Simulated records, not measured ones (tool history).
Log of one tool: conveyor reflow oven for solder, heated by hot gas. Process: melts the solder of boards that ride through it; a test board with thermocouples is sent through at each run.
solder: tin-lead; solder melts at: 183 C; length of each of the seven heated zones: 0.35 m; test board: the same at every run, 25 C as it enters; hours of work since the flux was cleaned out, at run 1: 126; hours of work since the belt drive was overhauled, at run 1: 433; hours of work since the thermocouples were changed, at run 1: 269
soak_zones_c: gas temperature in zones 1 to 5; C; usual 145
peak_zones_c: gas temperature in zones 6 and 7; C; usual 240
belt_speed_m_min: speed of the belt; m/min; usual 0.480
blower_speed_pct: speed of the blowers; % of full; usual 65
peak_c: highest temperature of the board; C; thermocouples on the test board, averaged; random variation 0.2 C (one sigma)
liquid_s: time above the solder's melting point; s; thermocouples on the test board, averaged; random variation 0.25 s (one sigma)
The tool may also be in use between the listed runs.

run   hour  soak_zones_c  peak_zones_c  belt_speed_m_min  blower_speed_pct  hours of work since the flux was cleaned out  hours of work since the belt drive was overhauled  hours of work since the thermocouples were changed  peak_c  liquid_s
  1    0.0           145           240             0.480                65                                           126                                                433                                                 269   222.9      73.8
  2   13.5           145           240             0.480                65                                           133                                                439                                                 275   223.1      73.8
  3   25.8           145           240             0.480                65                                           139                                                445                                                 281   223.1      73.8
  4   42.0           145           240             0.480                65                                           146                                                453                                                 288   222.5      73.5
  5   50.3           145           240             0.480                65                                           150                                                457                                                 292   222.9      73.7
  6   58.9           145           240             0.480                54                                           154                                                461                                                 296   218.9      69.7
  7   67.7           145           228             0.480                65                                           158                                                465                                                 300   212.7      64.3
  8   82.3           145           240             0.480                65                                           165                                                472                                                 307   223.1      73.5
  9   98.8           145           234             0.480                65                                           173                                                479                                                 315   218.0      69.7
 10  109.5           145           234             0.480                65                                           178                                                484                                                 320   218.0      69.6
 11  125.4           145           254             0.480                65                                           185                                                492                                                 327   235.0      81.8
 12  134.6           145           254             0.480                65                                           190                                                496                                                 332   234.9      81.9
 13  146.3           134           240             0.480                65                                           195                                                502                                                 337   220.9      67.2
 14  156.0           145           240             0.480                65                                           200                                                506                                                 342   222.9      73.6
 15  172.1           145           240             0.480                65                                           207                                                514                                                 349   223.1      73.4
 16  187.9           133           240             0.480                65                                           215                                                521                                                 357   220.5      67.0
 17  198.4           133           240             0.480                65                                           220                                                526                                                 362   220.7      66.9
 18  209.7           133           240             0.480                65                                           225                                                531                                                 367   220.7      67.1
 19  225.0           149           240             0.480                65                                           232                                                539                                                 374   223.2      76.3
 20  238.2           149           240             0.480                65                                           238                                                545                                                 380   223.5      76.0

Run 21 comes next. What will it give?
 21  249.1           149           231             0.441                59                                           243                                                550                                                 386       ?         ?

Run 21 gave peak_c 216.4 C, liquid_s 76.8 s.
Without the tool's hidden state the same run would have given peak_c 216.1 C, liquid_s 75.9 s.
